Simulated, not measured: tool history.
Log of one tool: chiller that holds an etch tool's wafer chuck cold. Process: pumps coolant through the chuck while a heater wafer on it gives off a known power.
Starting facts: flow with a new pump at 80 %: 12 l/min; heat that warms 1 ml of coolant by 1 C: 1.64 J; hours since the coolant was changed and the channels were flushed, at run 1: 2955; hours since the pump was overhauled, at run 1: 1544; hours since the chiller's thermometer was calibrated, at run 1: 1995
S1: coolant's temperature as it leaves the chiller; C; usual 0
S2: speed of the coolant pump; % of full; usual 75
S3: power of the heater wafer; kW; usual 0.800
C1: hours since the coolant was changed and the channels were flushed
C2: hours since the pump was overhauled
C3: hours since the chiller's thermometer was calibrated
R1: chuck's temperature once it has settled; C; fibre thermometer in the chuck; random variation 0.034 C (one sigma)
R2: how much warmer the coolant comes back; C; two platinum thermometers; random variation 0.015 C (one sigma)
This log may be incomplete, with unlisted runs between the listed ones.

Run 1, hour 0.0: usual settings; C1 2955; C2 1544; C3 1995. Result: R1 5.70 C, R2 2.70 C.
Run 2, hour 45.3: usual settings; C1 3000; C2 1589; C3 2041. Result: R1 5.80 C, R2 2.68 C.
Run 3, hour 91.2: usual settings; C1 3046; C2 1635; C3 2087. Result: R1 5.74 C, R2 2.69 C.
At hour 105.5: coolant changed, channels flushed.
Run 4, hour 138.5: usual settings but S2 61 % of full; C1 33; C2 1677; C3 2128. Result: R1 6.02 C, R2 3.39 C.
Run 5, hour 188.6: usual settings but S2 61 % of full, S3 1.095 kW; C1 83; C2 1727; C3 2178. Result: R1 8.30 C, R2 4.62 C.
Run 6, hour 222.3: usual settings but S2 61 % of full, S3 1.095 kW; C1 117; C2 1760; C3 2212. Result: R1 8.35 C, R2 4.62 C.
Run 7, hour 252.1: usual settings but S2 61 % of full, S3 1.095 kW; C1 147; C2 1790; C3 2242. Result: R1 8.35 C, R2 4.64 C.
Run 8, hour 281.2: usual settings but S2 61 % of full, S3 1.095 kW; C1 176; C2 1819; C3 2271. Result: R1 8.38 C, R2 4.65 C.
Run 9, hour 334.0: usual settings; C1 229; C2 1872; C3 2323. Result: R1 5.37 C, R2 2.70 C.
Run 10, hour 365.3: usual settings; C1 260; C2 1903; C3 2355. Result: R1 5.25 C, R2 2.72 C.
Run 11, hour 423.9: usual settings but S1 6 C; C1 318; C2 1962; C3 2413. Result: R1 11.29 C, R2 2.70 C.
Run 12, hour 478.6: usual settings but S1 6 C; C1 373; C2 2017; C3 2468. Result: R1 11.28 C, R2 2.70 C.
Run 13, hour 510.5: usual settings; C1 405; C2 2049; C3 2500. Result: R1 5.35 C, R2 2.71 C.
Run 14, hour 563.9: usual settings but S1 -6 C; C1 458; C2 2102; C3 2553. Result: R1 -0.70 C, R2 2.73 C.
Run 15, hour 604.2: usual settings; C1 499; C2 2142; C3 2594. Result: R1 5.31 C, R2 2.70 C.
Run 16, hour 661.7: usual settings but S1 -8 C; C1 556; C2 2200; C3 2651. Result: R1 -2.67 C, R2 2.70 C.
Run 17, hour 713.0: usual settings but S1 -8 C; C1 608; C2 2251; C3 2703. Result: R1 -2.68 C, R2 2.70 C.
Run 18, hour 763.7: usual settings but S1 -3 C, S3 1.170 kW; C1 658; C2 2302; C3 2753. Result: R1 4.86 C, R2 4.01 C.
Run 19, hour 797.4: usual settings but S1 2 C, S3 0.466 kW; C1 692; C2 2336; C3 2787. Result: R1 5.04 C, R2 1.57 C.
Run 20, hour 848.8: usual settings but S1 4 C, S2 72 % of full, S3 1.178 kW; C1 743; C2 2387; C3 2838. Result: R1 12.10 C, R2 4.23 C.
Run 21, hour 895.7: usual settings but S1 -7 C, S2 62 % of full, S3 1.100 kW; C1 790; C2 2434; C3 2885. Result: R1 1.42 C, R2 4.63 C.
Run 22, hour 931.7: usual settings but S1 -7 C, S2 62 % of full, S3 0.477 kW; C1 826; C2 2470; C3 2921. Result: R1 -3.42 C, R2 2.03 C.
Run 23, hour 984.6: usual settings but S1 -9 C, S2 100 % of full, S3 0.936 kW; C1 879; C2 2523; C3 2974. Result: R1 -3.80 C, R2 2.32 C.
Run 24, hour 1047.2: usual settings but S2 81 % of full; C1 942; C2 2585; C3 3037. Result: R1 5.08 C, R2 2.53 C.
Run 25, hour 1089.3: usual settings but S2 81 % of full; C1 984; C2 2627; C3 3079. Result: R1 5.18 C, R2 2.52 C.
Run 26, hour 1142.9: usual settings but S3 0.754 kW; C1 1037; C2 2681; C3 3132. Result: R1 5.04 C, R2 2.57 C.
Run 27, hour 1180.7: usual settings but S3 0.754 kW; C1 1075; C2 2719; C3 3170. Result: R1 5.08 C, R2 2.59 C.
Run 28, hour 1228.9: usual settings but S2 79 % of full, S3 0.920 kW; C1 1123; C2 2767; C3 3218. Result: R1 6.03 C, R2 2.98 C.
Run 29, hour 1270.1: usual settings but S1 -6 C, S2 64 % of full, S3 1.058 kW; C1 1165; C2 2808; C3 3260. Result: R1 2.01 C, R2 4.36 C.

Hidden state at the last listed run before each entry between runs and at the first one after, where it differs:
After run 3, before run 4: coolant changed, channels flushed (hour 105.5)
  heat passed by the chuck's channels, % of clean ones': 88 -> 99.5; flow at a given pump speed, % of a new pump's: 97 -> 96.9
  measured less the result without the state, R1: +0.49 -> +0.02 C; R2: +0.08 -> +0.11 C
